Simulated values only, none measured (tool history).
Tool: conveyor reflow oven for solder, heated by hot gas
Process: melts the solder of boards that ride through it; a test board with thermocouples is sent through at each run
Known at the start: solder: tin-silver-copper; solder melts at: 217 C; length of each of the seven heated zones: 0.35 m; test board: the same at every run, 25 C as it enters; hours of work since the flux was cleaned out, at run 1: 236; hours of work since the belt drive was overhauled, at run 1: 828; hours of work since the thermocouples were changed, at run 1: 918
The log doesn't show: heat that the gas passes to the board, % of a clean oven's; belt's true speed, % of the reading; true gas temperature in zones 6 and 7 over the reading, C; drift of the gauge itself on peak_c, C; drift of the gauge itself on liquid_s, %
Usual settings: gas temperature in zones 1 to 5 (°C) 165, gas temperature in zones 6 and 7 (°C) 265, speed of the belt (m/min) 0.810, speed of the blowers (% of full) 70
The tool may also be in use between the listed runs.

| run | hour | gas temperature in zones 1 to 5 (°C) | gas temperature in zones 6 and 7 (°C) | speed of the belt (m/min) | speed of the blowers (% of full) | hours of work since the flux was cleaned out | hours of work since the belt drive was overhauled | hours of work since the thermocouples were changed | highest temperature of the board (°C) | time above the solder's melting point (s) |
|---|---|---|---|---|---|---|---|---|---|---|
| 1 | 0.0 | 165 | 265 | 0.810 | 70 | 236 | 828 | 918 | 249.24 | 35.80 |
| 2 | 36.8 | 165 | 265 | 0.810 | 70 | 255 | 847 | 938 | 249.13 | 35.71 |
| 3 | 72.5 | 165 | 265 | 0.810 | 70 | 274 | 866 | 957 | 249.11 | 35.79 |
| 4 | 126.6 | 165 | 265 | 0.810 | 70 | 302 | 894 | 985 | 249.11 | 35.69 |
| 5 | 195.2 | 165 | 276 | 0.810 | 70 | 339 | 931 | 1021 | 258.71 | 40.25 |
|  | 206.1 | flux residue cleaned out of gas plates and filters |
| 6 | 253.3 | 151 | 265 | 0.810 | 54 | 25 | 959 | 1049 | 239.25 | 25.27 |
| 7 | 288.2 | 151 | 265 | 0.810 | 54 | 43 | 977 | 1068 | 239.32 | 25.26 |
| 8 | 333.8 | 152 | 262 | 0.938 | 86 | 67 | 1001 | 1092 | 240.98 | 23.56 |

Forecast run 9:
| 9 | 405.4 | 165 | 256 | 0.810 | 73 | 105 | 1039 | 1130 | ? | ? |

Run 9 gave highest temperature of the board (°C) 240.51, time above the solder's melting point (s) 30.15.
Without the tool's hidden state the same run would have given highest temperature of the board (°C) 241.86, time above the solder's melting point (s) 31.30.
